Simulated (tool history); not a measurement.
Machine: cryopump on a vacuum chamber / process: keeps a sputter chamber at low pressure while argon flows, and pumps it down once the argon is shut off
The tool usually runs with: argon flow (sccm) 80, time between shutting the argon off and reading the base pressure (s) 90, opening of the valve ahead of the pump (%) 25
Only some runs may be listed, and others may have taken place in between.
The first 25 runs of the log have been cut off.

| run | hour | argon flow (sccm) | time between shutting the argon off and reading the base pressure (s) | opening of the valve ahead of the pump (%) | pressure while argon flows (Pa) | pressure after the wait (uPa) |
|---|---|---|---|---|---|---|
| 26 | 2507.5 | 157 | 90 | 18 | 1.0583 | 1.74 |
| 27 | 2627.1 | 157 | 90 | 18 | 1.0696 | 1.77 |
| 28 | 2706 | 80 | 246 | 46 | 0.219 | 1.36 |
| 29 | 2772.2 | 80 | 246 | 46 | 0.223 | 1.41 |
| 30 | 2895.1 | 59 | 90 | 37 | 0.2025 | 1.94 |
| 31 | 2989.6 | 99 | 134 | 21 | 0.5868 | 1.75 |
| 32 | 3064.3 | 57 | 54 | 34 | 0.215 | 2.42 |
| 33 | 3153.3 | 57 | 54 | 38 | 0.1974 | 2.52 |
| 34 | 3250.6 | 132 | 54 | 38 | 0.4635 | 2.68 |

3 options for the next run, each taken on its own from the tool as it stands now. Forecast them:
|  | 3321.9 | pump warmed up, emptied and cooled again |
| A | 3366.7 | 105 | 34 | 36 | ? | ? |
|  | 3321.9 | pump warmed up, emptied and cooled again |
| B | 3366.7 | 133 | 25 | 17 | ? | ? |
|  | 3321.9 | pump warmed up, emptied and cooled again |
| C | 3366.7 | 37 | 21 | 21 | ? | ? |

| run | pressure while argon flows (Pa) | pressure after the wait (uPa) |
|---|---|---|
| A | 0.3511 | 3.1 |
| B | 0.9381 | 3.73 |
| C | 0.2108 | 4.21 |
Stripped of hidden state, with their random variation kept, the same runs would have yielded:
| run | pressure while argon flows (Pa) | pressure after the wait (uPa) |
|---|---|---|
| A | 0.3446 | 2.1 |
| B | 0.9297 | 2.74 |
| C | 0.2084 | 3.22 |
